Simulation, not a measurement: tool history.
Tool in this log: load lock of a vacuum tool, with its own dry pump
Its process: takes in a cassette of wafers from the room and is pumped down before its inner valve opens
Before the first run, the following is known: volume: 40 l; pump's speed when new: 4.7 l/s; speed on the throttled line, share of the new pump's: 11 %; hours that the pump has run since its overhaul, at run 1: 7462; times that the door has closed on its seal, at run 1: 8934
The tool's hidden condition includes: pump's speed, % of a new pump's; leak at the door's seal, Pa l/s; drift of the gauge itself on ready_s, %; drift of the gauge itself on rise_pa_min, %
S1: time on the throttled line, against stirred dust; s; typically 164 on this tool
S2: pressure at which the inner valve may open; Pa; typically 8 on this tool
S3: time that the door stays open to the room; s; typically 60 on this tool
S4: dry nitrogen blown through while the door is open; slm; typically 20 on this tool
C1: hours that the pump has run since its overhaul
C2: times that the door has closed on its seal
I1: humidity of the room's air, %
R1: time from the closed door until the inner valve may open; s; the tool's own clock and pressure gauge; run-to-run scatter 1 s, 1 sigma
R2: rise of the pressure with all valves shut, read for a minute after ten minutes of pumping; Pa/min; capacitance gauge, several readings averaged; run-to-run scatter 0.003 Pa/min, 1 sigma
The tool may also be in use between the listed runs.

run      day   S1  S2   S3  S4     C1     C2    I1     R1     R2
  1    0.000  164   8   60  20   7462   8934  46.3  233.1  0.051
  2   24.692  164   8   60  20   8055   9643  42.6  233.4  0.055
  3   51.112  164   8   60  20   8689  10402  48.7  232.2  0.058
  4   63.675  164   8   60  20   8991  10763  45.4  237.2  0.059
  5   90.033  164  12   60  20   9623  11520  45.0  233.1  0.055
  6  105.204  164  12   60  20   9987  11956  47.0  231.6  0.052
  7  131.004  164  12   60  20  10607  12697  48.2  232.4  0.058
  8  148.242  172   8   60  20  11020  13193  45.8  243.7  0.054
  9  173.012  237  10   60  20  11615  13904  45.5  298.3  0.051
 10  197.017  150   8  114  20  12191  14594  44.8  225.7  0.069

Here are 5 independent what-if runs from the current tool condition. What would each one return?
  A  215.196  117   7   60   6  12627  15116  44.5   ?   ?
  B  215.196   97   8   71  20  12627  15116  45.0   ?   ?
  C  215.196  164   8   60   6  12627  15116  46.6   ?   ?
  D  215.196  150   8   60  20  12627  15116  41.2   ?   ?
  E  215.196  164   7  170   5  12627  15116  42.3   ?   ?

run     R1     R2
  A  200.2  0.068
  B  180.4  0.065
  C  235.6  0.071
  D  226.4  0.054
  E  240.1  0.108
Without the tool's unlogged condition, the same runs would have read:
run     R1     R2
  A  188.0  0.052
  B  167.9  0.049
  C  224.7  0.056
  D  215.1  0.039
  E  228.9  0.092
